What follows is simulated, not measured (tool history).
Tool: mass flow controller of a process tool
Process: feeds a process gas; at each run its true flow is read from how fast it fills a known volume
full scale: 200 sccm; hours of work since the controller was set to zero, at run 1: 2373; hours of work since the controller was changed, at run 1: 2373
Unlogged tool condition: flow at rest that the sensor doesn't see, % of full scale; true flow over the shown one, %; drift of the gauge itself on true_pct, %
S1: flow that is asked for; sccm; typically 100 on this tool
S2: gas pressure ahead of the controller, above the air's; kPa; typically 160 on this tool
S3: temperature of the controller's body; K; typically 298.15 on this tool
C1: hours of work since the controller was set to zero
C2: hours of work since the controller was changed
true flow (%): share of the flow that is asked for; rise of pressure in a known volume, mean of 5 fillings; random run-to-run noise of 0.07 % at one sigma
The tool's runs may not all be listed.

run 1 hour=0.0 | S1=100 S2=160 S3=298.15 | C1=2373 C2=2373 | true_flow_(%)=99.04
run 2 hour=156.1 | S1=100 S2=160 S3=298.15 | C1=2425 C2=2425 | true_flow_(%)=99.13
run 3 hour=372.2 | S1=100 S2=160 S3=298.15 | C1=2497 C2=2497 | true_flow_(%)=99.10
run 4 hour=564.3 | S1=100 S2=160 S3=298.15 | C1=2561 C2=2561 | true_flow_(%)=98.96
run 5 hour=661.2 | S1=61 S2=160 S3=298.15 | C1=2594 C2=2594 | true_flow_(%)=98.89
run 6 hour=773.8 | S1=61 S2=161 S3=298.15 | C1=2631 C2=2631 | true_flow_(%)=98.79
run 7 hour=1014.7 | S1=100 S2=160 S3=298.15 | C1=2711 C2=2711 | true_flow_(%)=99.25
run 8 hour=1233.8 | S1=112 S2=160 S3=298.15 | C1=2784 C2=2784 | true_flow_(%)=99.53
run 9 hour=1411.7 | S1=112 S2=160 S3=298.15 | C1=2844 C2=2844 | true_flow_(%)=99.36
run 10 hour=1652.2 | S1=112 S2=160 S3=296.15 | C1=2924 C2=2924 | true_flow_(%)=99.40
run 11 hour=1890.8 | S1=112 S2=160 S3=296.15 | C1=3003 C2=3003 | true_flow_(%)=99.55

Run 12 is up next; what results do you expect?
run 12 hour=2007.6 | S1=159 S2=194 S3=310.15 | C1=3042 C2=3042 | true_flow_(%)=?

Run 12 measured true flow (%) 100.44.
Without the tool's hidden state the same run would have given true flow (%) 99.97.

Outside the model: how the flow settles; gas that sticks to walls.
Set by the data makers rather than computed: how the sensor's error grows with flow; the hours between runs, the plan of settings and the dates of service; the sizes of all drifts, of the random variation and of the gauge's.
